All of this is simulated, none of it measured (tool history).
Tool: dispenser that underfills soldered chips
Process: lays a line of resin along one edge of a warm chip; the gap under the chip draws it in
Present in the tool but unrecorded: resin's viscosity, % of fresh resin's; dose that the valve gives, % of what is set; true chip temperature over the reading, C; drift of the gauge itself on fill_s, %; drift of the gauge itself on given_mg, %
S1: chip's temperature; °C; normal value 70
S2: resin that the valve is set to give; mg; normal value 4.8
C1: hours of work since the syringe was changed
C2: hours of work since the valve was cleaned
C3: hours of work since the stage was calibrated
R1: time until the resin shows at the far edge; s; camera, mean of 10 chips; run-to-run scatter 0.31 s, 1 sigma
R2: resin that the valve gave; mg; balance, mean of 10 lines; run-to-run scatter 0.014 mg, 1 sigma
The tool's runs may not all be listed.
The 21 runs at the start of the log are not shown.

run,hour,S1,S2,C1,C2,C3,R1,R2
# hour 115.3: new syringe of resin
22,116.1,55,4.39,1,30,297,14.4,4.35
23,120.9,55,4.39,4,33,301,18.4,4.31
24,125.9,78,4.14,8,37,305,7.8,4.06
# hour 128.9: new syringe of resin
25,130.4,70,5.97,1,41,308,6.7,5.82
26,136.7,70,5.96,6,45,313,9.3,5.81
27,141.1,60,4.8,10,49,317,19,4.63
# hour 142.8: new syringe of resin
28,146.5,60,4.8,3,53,321,12.7,4.64
29,154,70,4.67,9,59,326,11.2,4.51
# hour 156.3: new syringe of resin
30,160,70,4.95,3,63,331,7.5,4.75
# hour 163.5: dispensing valve cleaned and set on the balance
31,167.3,70,5.17,8,3,336,10.3,5.17
# hour 171: new syringe of resin
32,171.4,60,5.68,0,6,339,10.5,5.68
33,178,60,5.68,5,11,344,14.9,5.66
34,183.7,60,5.68,10,16,348,19.3,5.66
# hour 184.6: new syringe of resin
35,188.2,60,5.68,3,19,352,12.6,5.62

Below are 5 alternative next runs, each starting from the tool's condition after run 35. Predict each:
A,193.7,55,4.8,7,23,356,?,?
B,193.7,64,5.68,7,23,356,?,?
C,193.7,63,4.49,7,23,356,?,?
D,193.7,82,4.8,7,23,356,?,?
E,193.7,57,4.9,7,23,356,?,?

run,R1,R2
A,21.4,4.75
B,13.1,5.59
C,13.9,4.41
D,6.2,4.74
E,18.7,4.82
The same runs, with their run-to-run variation unchanged, on a tool lacking any hidden condition would have given:
run,R1,R2
A,15.6,4.82
B,9.4,5.67
C,9.9,4.47
D,4.6,4.81
E,13.5,4.89
